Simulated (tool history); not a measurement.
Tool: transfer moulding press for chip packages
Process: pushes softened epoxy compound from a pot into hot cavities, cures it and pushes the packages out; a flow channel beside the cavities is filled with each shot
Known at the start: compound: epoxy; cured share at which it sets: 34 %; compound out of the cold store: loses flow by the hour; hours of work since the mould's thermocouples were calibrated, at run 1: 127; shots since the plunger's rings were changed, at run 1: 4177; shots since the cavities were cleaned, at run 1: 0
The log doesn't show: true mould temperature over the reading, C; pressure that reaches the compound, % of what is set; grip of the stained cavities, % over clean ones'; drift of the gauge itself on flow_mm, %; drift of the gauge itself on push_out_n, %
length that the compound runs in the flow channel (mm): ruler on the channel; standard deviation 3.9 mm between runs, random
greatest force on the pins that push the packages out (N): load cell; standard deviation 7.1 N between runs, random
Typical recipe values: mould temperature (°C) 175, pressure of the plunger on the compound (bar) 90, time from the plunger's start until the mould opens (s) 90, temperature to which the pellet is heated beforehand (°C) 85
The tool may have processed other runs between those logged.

run   hour  mould temperature (°C)  pressure of the plunger on the compound (bar)  time from the plunger's start until the mould opens (s)  temperature to which the pellet is heated beforehand (°C)  hours of work since the mould's thermocouples were calibrated  shots since the plunger's rings were changed  shots since the cavities were cleaned  incoming compound's hours out of the cold store  length that the compound runs in the flow channel (mm)  greatest force on the pins that push the packages out (N)
  1      0                     175                                             90                                                       90                                                         85                                                            127                                          4177                                      0                                             21.3                                                     598                                                        311
  2     10                     175                                             90                                                       85                                                         85                                                            132                                          4263                                     86                                             43.1                                                     536                                                        369
  3   19.4                     175                                             90                                                       90                                                         85                                                            136                                          4344                                    167                                              9.2                                                     636                                                        431
  4     29                     175                                             90                                                       90                                                         85                                                            140                                          4427                                    250                                             41.8                                                     538                                                        431
  5   34.8                     175                                             90                                                       91                                                         85                                                            143                                          4477                                    300                                             44.3                                                     530                                                        418
  6   40.9                     175                                             90                                                       90                                                         85                                                            145                                          4531                                    354                                             31.3                                                     564                                                        485
  7   50.2                     175                                             90                                                       90                                                         85                                                            149                                          4610                                    433                                             29.5                                                     560                                                        498
  8   60.1                     175                                           72.5                                                       90                                                         85                                                            154                                          4696                                    519                                             31.5                                                     502                                                        504
      65.7  -- cavities cleaned with cleaning compound and waxed
  9     72                     175                                           72.5                                                       90                                                         85                                                            158                                          4786                                     54                                              9.5                                                     563                                                        680
 10   81.8                     175                                             90                                                       90                                                         85                                                            163                                          4871                                    139                                             20.1                                                     594                                                        668
 11   93.8                     175                                             90                                                       90                                                         85                                                            168                                          4974                                    242                                             14.1                                                     609                                                        710
 12   99.7                     175                                             90                                                       90                                                         85                                                            170                                          5026                                    294                                               48                                                     514                                                        617
 13    105                     175                                             90                                                       90                                                         85                                                            173                                          5071                                    339                                             24.8                                                     572                                                        658
 14  113.1                     175                                             90                                                       90                                                         76                                                            176                                          5141                                    409                                             44.1                                                     523                                                        655
 15  122.4                     175                                             90                                                       90                                                         76                                                            180                                          5222                                    490                                             18.5                                                     593                                                        724
 16  128.9                     175                                             90                                                       74                                                         89                                                            183                                          5277                                    545                                             38.6                                                     536                                                       1031
       132  -- cavities cleaned with cleaning compound and waxed
     134.5  -- cavities cleaned with cleaning compound and waxed, once more
 17  142.8                     176                                           92.5                                                       72                                                         91                                                            188                                          5372                                     72                                             35.7                                                     548                                                        536
 18  148.2                     180                                           70.9                                                       90                                                         77                                                            190                                          5418                                    118                                             35.1                                                     478                                                        292
 19  159.9                     180                                           70.9                                                       90                                                         77                                                            195                                          5519                                    219                                             45.4                                                     459                                                        325
 20  168.7                     181                                           92.7                                                      108                                                         91                                                            199                                          5596                                    296                                             31.8                                                     551                                                        299
     176.1  -- plunger's sealing rings changed
 21  176.9                     181                                           92.7                                                      108                                                         91                                                            202                                             6                                    344                                             32.9                                                     599                                                        298
 22  185.3                     179                                             90                                                      119                                                         85                                                            205                                            80                                    418                                              9.5                                                     656                                                        340
 23  195.7                     179                                           72.3                                                      114                                                         88                                                            210                                           169                                    507                                             30.9                                                     531                                                        341
     202.6  -- cavities cleaned with cleaning compound and waxed
 24  206.8                     179                                           72.3                                                      114                                                         88                                                            214                                           252                                     36                                             46.4                                                     493                                                        209
 25  214.8                     180                                          104.7                                                       86                                                         91                                                            218                                           321                                    105                                             45.6                                                     597                                                        296
 26  220.5                     175                                          107.8                                                       90                                                         85                                                            220                                           370                                    154                                             47.5                                                     597                                                        354
 27  231.5                     175                                             90                                                       90                                                         82                                                            225                                           466                                    250                                             46.5                                                     551                                                        411
 28  242.1                     175                                             90                                                       90                                                         77                                                            230                                           558                                    342                                             33.5                                                     592                                                        470

Forecast each of these 5 alternatives for the next run:
  A  247.7                     175                                           75.9                                                       90                                                         77                                                            232                                           606                                    390                                             27.5                                                       ?                                                          ?
  B  247.7                     177                                           82.1                                                      126                                                         85                                                            232                                           606                                    390                                             39.7                                                       ?                                                          ?
  C  247.7                     167                                             90                                                      104                                                         77                                                            232                                           606                                    390                                               41                                                       ?                                                          ?
  D  247.7                     175                                             90                                                       73                                                         76                                                            232                                           606                                    390                                             31.3                                                       ?                                                          ?
  E  247.7                     175                                            103                                                      128                                                         85                                                            232                                           606                                    390                                             43.5                                                       ?                                                          ?

run  length that the compound runs in the flow channel (mm)  greatest force on the pins that push the packages out (N)
  A                                                     552                                                        481
  B                                                     538                                                        322
  C                                                     584                                                        534
  D                                                     603                                                        775
  E                                                     599                                                        318
Without the tool's unlogged condition, the same runs would have read:
run  length that the compound runs in the flow channel (mm)  greatest force on the pins that push the packages out (N)
  A                                                     559                                                        304
  B                                                     545                                                        201
  C                                                     592                                                        339
  D                                                     611                                                        492
  E                                                     607                                                        200
